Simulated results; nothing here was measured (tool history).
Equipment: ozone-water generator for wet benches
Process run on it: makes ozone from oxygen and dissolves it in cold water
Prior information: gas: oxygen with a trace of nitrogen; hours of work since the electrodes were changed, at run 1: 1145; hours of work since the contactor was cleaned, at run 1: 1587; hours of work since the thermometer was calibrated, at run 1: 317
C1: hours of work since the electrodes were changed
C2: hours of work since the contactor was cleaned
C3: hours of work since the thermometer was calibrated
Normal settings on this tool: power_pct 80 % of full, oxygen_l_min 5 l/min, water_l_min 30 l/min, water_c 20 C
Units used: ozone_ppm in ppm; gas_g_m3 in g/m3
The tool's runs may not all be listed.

Run 1, day 0: usual settings; C1 1145; C2 1587; C3 317. Result: ozone_ppm 11.4 ppm, gas_g_m3 154.3 g/m3.
Run 2, day 0.938: usual settings; C1 1167; C2 1609; C3 339. Result: ozone_ppm 11.4 ppm, gas_g_m3 154.2 g/m3.
Run 3, day 1.942: usual settings; C1 1190; C2 1632; C3 362. Result: ozone_ppm 11.5 ppm, gas_g_m3 153.6 g/m3.
Run 4, day 3.421: usual settings; C1 1225; C2 1666; C3 397. Result: ozone_ppm 11.3 ppm, gas_g_m3 154.4 g/m3.
Run 5, day 4.517: usual settings; C1 1251; C2 1692; C3 422. Result: ozone_ppm 11.1 ppm, gas_g_m3 152.7 g/m3.
Run 6, day 5.954: usual settings; C1 1284; C2 1726; C3 456. Result: ozone_ppm 11.6 ppm, gas_g_m3 153.2 g/m3.
Run 7, day 7.504: usual settings; C1 1320; C2 1762; C3 492. Result: ozone_ppm 11.2 ppm, gas_g_m3 153.2 g/m3.
Run 8, day 8.758: usual settings; C1 1349; C2 1791; C3 521. Result: ozone_ppm 11.2 ppm, gas_g_m3 152.7 g/m3.
Run 9, day 9.692: usual settings but water_c 16 C; C1 1371; C2 1813; C3 543. Result: ozone_ppm 11.9 ppm, gas_g_m3 153.9 g/m3.
Run 10, day 10.812: usual settings but water_l_min 42 l/min, water_c 16 C; C1 1397; C2 1839; C3 569. Result: ozone_ppm 8.1 ppm, gas_g_m3 152 g/m3.
Run 11, day 12.346: usual settings but water_l_min 42 l/min, water_c 16 C; C1 1433; C2 1874; C3 605. Result: ozone_ppm 8.2 ppm, gas_g_m3 152.7 g/m3.
Run 12, day 13.275: usual settings but water_l_min 42 l/min, water_c 16 C; C1 1455; C2 1896; C3 626. Result: ozone_ppm 8.3 ppm, gas_g_m3 154.3 g/m3.
Run 13, day 14.767: usual settings but water_l_min 42 l/min, water_c 16 C; C1 1489; C2 1931; C3 661. Result: ozone_ppm 8.1 ppm, gas_g_m3 152.4 g/m3.
Run 14, day 16.242: usual settings; C1 1524; C2 1965; C3 695. Result: ozone_ppm 11.2 ppm, gas_g_m3 150.8 g/m3.
Run 15, day 17.417: usual settings; C1 1551; C2 1993; C3 723. Result: ozone_ppm 11.2 ppm, gas_g_m3 153.2 g/m3.
Run 16, day 18.292: usual settings but water_l_min 27 l/min; C1 1572; C2 2013; C3 743. Result: ozone_ppm 12.4 ppm, gas_g_m3 152 g/m3.
Run 17, day 19.2: usual settings but oxygen_l_min 6.49 l/min, water_l_min 27 l/min; C1 1593; C2 2034; C3 764. Result: ozone_ppm 12.8 ppm, gas_g_m3 134.6 g/m3.
Run 18, day 20.558: usual settings but water_l_min 45 l/min, water_c 26 C; C1 1624; C2 2066; C3 796. Result: ozone_ppm 6.8 ppm, gas_g_m3 151.1 g/m3.
Run 19, day 21.267: usual settings but water_l_min 45 l/min, water_c 26 C; C1 1641; C2 2082; C3 813. Result: ozone_ppm 6.9 ppm, gas_g_m3 154.1 g/m3.
Run 20, day 22.146: usual settings but power_pct 88 % of full, water_l_min 18 l/min, water_c 26 C; C1 1661; C2 2103; C3 833. Result: ozone_ppm 17.2 ppm, gas_g_m3 158.5 g/m3.
Run 21, day 23.75: usual settings but power_pct 88 % of full, water_l_min 18 l/min, water_c 26 C; C1 1699; C2 2140; C3 870. Result: ozone_ppm 16.9 ppm, gas_g_m3 157.8 g/m3.
Run 22, day 24.704: usual settings but power_pct 67 % of full, oxygen_l_min 8.62 l/min; C1 1721; C2 2163; C3 893. Result: ozone_ppm 11 ppm, gas_g_m3 106.7 g/m3.
Run 23, day 25.829: usual settings but power_pct 87 % of full, oxygen_l_min 7.03 l/min, water_l_min 24 l/min, water_c 24 C; C1 1747; C2 2189; C3 919. Result: ozone_ppm 14.3 ppm, gas_g_m3 134.9 g/m3.
Run 24, day 27.075: usual settings but oxygen_l_min 2.94 l/min, water_l_min 45 l/min, water_c 15 C; C1 1776; C2 2218; C3 948. Result: ozone_ppm 6.3 ppm, gas_g_m3 197.6 g/m3.
Run 25, day 28.683: usual settings but oxygen_l_min 2.94 l/min, water_l_min 35 l/min, water_c 15 C; C1 1814; C2 2255; C3 985. Result: ozone_ppm 8.8 ppm, gas_g_m3 198.5 g/m3.
Run 26, day 30.271: usual settings but power_pct 50 % of full, oxygen_l_min 2.58 l/min, water_l_min 35 l/min, water_c 27 C; C1 1851; C2 2292; C3 1023. Result: ozone_ppm 6 ppm, gas_g_m3 167.7 g/m3.
Run 27, day 31.846: usual settings but power_pct 43 % of full, oxygen_l_min 4 l/min, water_l_min 25 l/min; C1 1888; C2 2329; C3 1059. Result: ozone_ppm 9.8 ppm, gas_g_m3 125.4 g/m3.
Run 28, day 32.854: usual settings but oxygen_l_min 7.72 l/min, water_l_min 36 l/min; C1 1911; C2 2353; C3 1083. Result: ozone_ppm 9.9 ppm, gas_g_m3 122.8 g/m3.
Run 29, day 33.879: usual settings but power_pct 72 % of full, oxygen_l_min 4.11 l/min, water_l_min 33 l/min, water_c 19 C; C1 1935; C2 2377; C3 1107. Result: ozone_ppm 9.4 ppm, gas_g_m3 158 g/m3.
Run 30, day 35.258: usual settings but oxygen_l_min 2.71 l/min, water_l_min 46 l/min, water_c 22 C; C1 1967; C2 2409; C3 1139. Result: ozone_ppm 5.8 ppm, gas_g_m3 204 g/m3.
Run 31, day 36.604: usual settings but oxygen_l_min 2.71 l/min, water_l_min 46 l/min, water_c 22 C; C1 1999; C2 2440; C3 1170. Result: ozone_ppm 5.6 ppm, gas_g_m3 203.1 g/m3.
Run 32, day 37.425: usual settings but oxygen_l_min 2.71 l/min, water_l_min 46 l/min, water_c 22 C; C1 2018; C2 2459; C3 1189. Result: ozone_ppm 5.5 ppm, gas_g_m3 203.4 g/m3.

Each row is a separate what-if for the run after 32, all from the same tool condition, not one after another. Results?
Run A, day 38.15: usual settings but oxygen_l_min 3.59 l/min, water_l_min 27 l/min, water_c 22 C; C1 2034; C2 2476; C3 1206. Result: ozone_ppm ?, gas_g_m3 ?.
Run B, day 38.15: usual settings but oxygen_l_min 5.53 l/min, water_l_min 34 l/min, water_c 22 C; C1 2034; C2 2476; C3 1206. Result: ozone_ppm ?, gas_g_m3 ?.
Run C, day 38.15: usual settings but power_pct 97 % of full, oxygen_l_min 2.71 l/min, water_l_min 46 l/min, water_c 22 C; C1 2034; C2 2476; C3 1206. Result: ozone_ppm ?, gas_g_m3 ?.

run  ozone_ppm  gas_g_m3
  A       11.7     177.9
  B        9.7     143.7
  C        6.3     223.4
What these runs would have given with no unlogged condition in the tool:
run  ozone_ppm  gas_g_m3
  A       12.5     186.7
  B       10.5     150.9
  C        6.8     235.5
